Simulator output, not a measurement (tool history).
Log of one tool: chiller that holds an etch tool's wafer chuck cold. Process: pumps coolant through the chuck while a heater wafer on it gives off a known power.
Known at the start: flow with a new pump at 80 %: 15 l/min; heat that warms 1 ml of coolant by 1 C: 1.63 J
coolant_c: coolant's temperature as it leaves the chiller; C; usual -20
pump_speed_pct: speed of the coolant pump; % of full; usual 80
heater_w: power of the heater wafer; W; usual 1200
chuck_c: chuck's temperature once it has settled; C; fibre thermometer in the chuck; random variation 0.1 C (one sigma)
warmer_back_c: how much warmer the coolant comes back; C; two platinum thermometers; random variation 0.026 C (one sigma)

run    hour  coolant_c  pump_speed_pct  heater_w  chuck_c  warmer_back_c
  1       0        -20              80      1200      -12           2.94
  2   206.3        -20              80      1200    -12.2           2.95
  3   305.2        -20              85      1200    -12.3           2.84
  4   400.9        -20              99      1200    -13.1           2.43
  5   515.5        -20              99      1200    -13.2           2.44
  6     690        -20              99      1200    -13.1           2.45
      867.1  -- chiller's thermometer calibrated
  7   901.6        -20              80       636    -15.7           1.76
  8  1029.4        -20              80       636    -15.7           1.79
  9  1217.7        -20              80      1370    -10.8           3.65
 10  1349.3        -20              80      1370    -10.9           3.71
 11  1559.6        -20              80       900    -13.9           2.55
 12  1658.4        -20              80       900    -13.9           2.59
     1780.3  -- gauge calibrated
 13  1801.5        -20              80      1200    -11.9           2.94
 14  1984.8        -20              80      1200      -12           2.97
 15  2130.9        -20             100       767    -15.7           1.55
 16  2289.5        -26             100      1227    -19.1           2.48
 17  2422.3        -26             100      1227    -19.2           2.53
 18  2545.1        -22              87       831    -16.7           2.03
 19  2667.3        -12              87      1325     -3.7           3.14
 20  2861.8        -13              87      1325     -4.6           3.23
 21  3047.9        -20              81      1355    -10.9           3.61
     3171.1  -- coolant changed, channels flushed
 22  3183.2        -24              73       678    -19.2           2.13
 23  3356.1        -20              80       890      -14           2.54
 24  3538.8        -20              80       890      -14           2.59
 25    3743        -20              86       780      -15           2.24
 26  3874.7        -20              80      1063    -12.9            3.1
 27    4042        -21              93      1200    -13.8           3.06

The same runs without the tool's hidden state, with the same run-to-run variation:
The hidden state here: heat passed by the chuck's channels, % of clean ones'; flow at a given pump speed, % of a new pump's; coolant's true temperature over the reading, C; drift of the gauge itself on chuck_c, C; drift of the gauge itself on warmer_back_c, C.
run  warmer_back_c
  1           2.94
  2            2.9
  3           2.77
  4           2.34
  5           2.32
  6           2.29
  7           1.54
  8           1.55
  9           3.36
 10           3.39
 11           2.18
 12            2.2
 13           2.93
 14           2.92
 15           1.47
 16           2.36
 17           2.38
 18           1.85
 19           2.93
 20           2.98
 21           3.31
 22            1.8
 23           2.17
 24           2.18
 25           1.78
 26            2.6
 27           2.53
chuck_c: within 0.1 C of the measured result in every run.

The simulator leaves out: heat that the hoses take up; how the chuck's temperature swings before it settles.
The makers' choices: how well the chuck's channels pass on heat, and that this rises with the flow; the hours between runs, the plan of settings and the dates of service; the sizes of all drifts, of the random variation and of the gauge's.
